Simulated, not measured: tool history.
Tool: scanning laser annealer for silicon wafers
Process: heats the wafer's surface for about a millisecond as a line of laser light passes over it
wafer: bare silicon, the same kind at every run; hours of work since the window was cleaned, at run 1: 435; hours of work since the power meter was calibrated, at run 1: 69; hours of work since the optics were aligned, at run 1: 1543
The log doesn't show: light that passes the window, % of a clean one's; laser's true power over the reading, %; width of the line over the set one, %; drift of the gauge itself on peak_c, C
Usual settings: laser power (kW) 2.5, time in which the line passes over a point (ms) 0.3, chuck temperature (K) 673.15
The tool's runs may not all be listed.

| run | day | laser power (kW) | time in which the line passes over a point (ms) | chuck temperature (K) | hours of work since the window was cleaned | hours of work since the power meter was calibrated | hours of work since the optics were aligned | highest temperature of the surface (K) |
|---|---|---|---|---|---|---|---|---|
| 1 | 0 | 2.5 | 0.3 | 673.15 | 435 | 69 | 1543 | 1455.15 |
| 2 | 0.333 | 2.5 | 0.3 | 673.15 | 441 | 75 | 1549 | 1454.15 |
| 3 | 0.7 | 2.5 | 0.3 | 673.15 | 447 | 81 | 1555 | 1455.15 |
| 4 | 0.875 | 2.5 | 0.3 | 673.15 | 450 | 84 | 1558 | 1454.15 |
| 5 | 1.225 | 2.5 | 0.3 | 673.15 | 456 | 90 | 1564 | 1452.15 |
| 6 | 1.421 | 2.5 | 0.3 | 673.15 | 459 | 94 | 1568 | 1453.15 |
| 7 | 1.588 | 2.5 | 0.313 | 673.15 | 462 | 96 | 1570 | 1473.15 |
| 8 | 1.825 | 2.5 | 0.313 | 673.15 | 466 | 101 | 1575 | 1471.15 |
| 9 | 2.188 | 2.5 | 0.299 | 673.15 | 473 | 107 | 1581 | 1450.15 |
| 10 | 2.354 | 2.5 | 0.299 | 673.15 | 476 | 110 | 1584 | 1451.15 |
| 11 | 2.65 | 2.161 | 0.315 | 693.15 | 481 | 115 | 1589 | 1375.15 |
| 12 | 2.921 | 2.161 | 0.315 | 693.15 | 485 | 120 | 1594 | 1372.15 |
| 13 | 3.162 | 2.161 | 0.353 | 693.15 | 490 | 124 | 1598 | 1418.15 |
| 14 | 3.4 | 2.251 | 0.292 | 698.15 | 494 | 128 | 1602 | 1379.15 |
| 15 | 3.762 | 2.251 | 0.292 | 698.15 | 500 | 134 | 1608 | 1374.15 |
| 16 | 4.038 | 2.207 | 0.366 | 700.15 | 505 | 139 | 1613 | 1454.15 |
| 17 | 4.262 | 2.207 | 0.366 | 700.15 | 509 | 143 | 1617 | 1454.15 |
| 18 | 4.521 | 2.502 | 0.366 | 700.15 | 513 | 147 | 1621 | 1567.15 |

Hidden state or all else? Some run-to-run changes of highest temperature of the surface (K), split into what the settings, what came in and random variation would give without the hidden state, and what is left for the hidden state (with any gauge scatter that isn't in both results):
Run 17 -> 18: laser power (kW) 2.207 -> 2.502. highest temperature of the surface (K) +113: hidden state -7, all else +120.
